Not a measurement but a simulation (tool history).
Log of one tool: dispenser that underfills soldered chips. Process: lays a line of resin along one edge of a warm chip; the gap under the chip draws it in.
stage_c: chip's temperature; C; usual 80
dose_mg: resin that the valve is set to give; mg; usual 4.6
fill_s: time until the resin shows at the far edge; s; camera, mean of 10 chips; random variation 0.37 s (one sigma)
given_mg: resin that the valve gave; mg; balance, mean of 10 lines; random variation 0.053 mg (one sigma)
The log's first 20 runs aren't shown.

{"hour": 96.8, "done": "new syringe of resin"}
{"run": 21, "hour": 97.6, "stage_c": 93, "dose_mg": 5.57, "fill_s": 15.6, "given_mg": 4.95}
{"run": 22, "hour": 100.9, "stage_c": 93, "dose_mg": 5.57, "fill_s": 17.7, "given_mg": 4.89}
{"run": 23, "hour": 104.1, "stage_c": 93, "dose_mg": 5.57, "fill_s": 19.2, "given_mg": 4.86}
{"run": 24, "hour": 106.9, "stage_c": 91, "dose_mg": 4.55, "fill_s": 23, "given_mg": 4.03}
{"hour": 110.3, "done": "new syringe of resin"}
{"run": 25, "hour": 113.5, "stage_c": 92, "dose_mg": 5.93, "fill_s": 17.2, "given_mg": 5.24}
{"run": 26, "hour": 117.2, "stage_c": 92, "dose_mg": 5.93, "fill_s": 19.9, "given_mg": 5.28}
{"run": 27, "hour": 119.8, "stage_c": 92, "dose_mg": 5.93, "fill_s": 20.4, "given_mg": 5.21}
{"hour": 123.9, "done": "new syringe of resin"}
{"run": 28, "hour": 124.4, "stage_c": 72, "dose_mg": 5.93, "fill_s": 28.6, "given_mg": 5.19}
{"run": 29, "hour": 130.8, "stage_c": 72, "dose_mg": 4.38, "fill_s": 35.7, "given_mg": 3.87}
{"hour": 133.4, "done": "dispensing valve cleaned and set on the balance"}
{"run": 30, "hour": 136.3, "stage_c": 82, "dose_mg": 5.39, "fill_s": 28.9, "given_mg": 5.38}
{"hour": 138.7, "done": "new syringe of resin"}
{"run": 31, "hour": 142.1, "stage_c": 94, "dose_mg": 4.54, "fill_s": 16.5, "given_mg": 4.55}
{"run": 32, "hour": 144.9, "stage_c": 94, "dose_mg": 4.54, "fill_s": 18, "given_mg": 4.47}
{"run": 33, "hour": 147.8, "stage_c": 94, "dose_mg": 4.54, "fill_s": 19.4, "given_mg": 4.52}
{"hour": 152.2, "done": "new syringe of resin"}
{"run": 34, "hour": 152.2, "stage_c": 94, "dose_mg": 4.54, "fill_s": 14.2, "given_mg": 4.52}
{"run": 35, "hour": 155.8, "stage_c": 93, "dose_mg": 4.22, "fill_s": 17.9, "given_mg": 4.17}
{"run": 36, "hour": 158.7, "stage_c": 91, "dose_mg": 4.66, "fill_s": 19.7, "given_mg": 4.58}

Forecast each of these 3 alternatives for the next run:
{"run": "A", "hour": 164.0, "stage_c": 74, "dose_mg": 4.76, "fill_s": "?", "given_mg": "?"}
{"run": "B", "hour": 164.0, "stage_c": 70, "dose_mg": 5.06, "fill_s": "?", "given_mg": "?"}
{"run": "C", "hour": 164.0, "stage_c": 92, "dose_mg": 4.9, "fill_s": "?", "given_mg": "?"}

run=A fill_s=37.5 given_mg=4.66
run=B fill_s=42.7 given_mg=4.88
run=C fill_s=22.6 given_mg=4.75
Without the tool's hidden state the same runs would have given:
run=A fill_s=25.9 given_mg=4.74
run=B fill_s=29.5 given_mg=4.97
run=C fill_s=15.7 given_mg=4.83
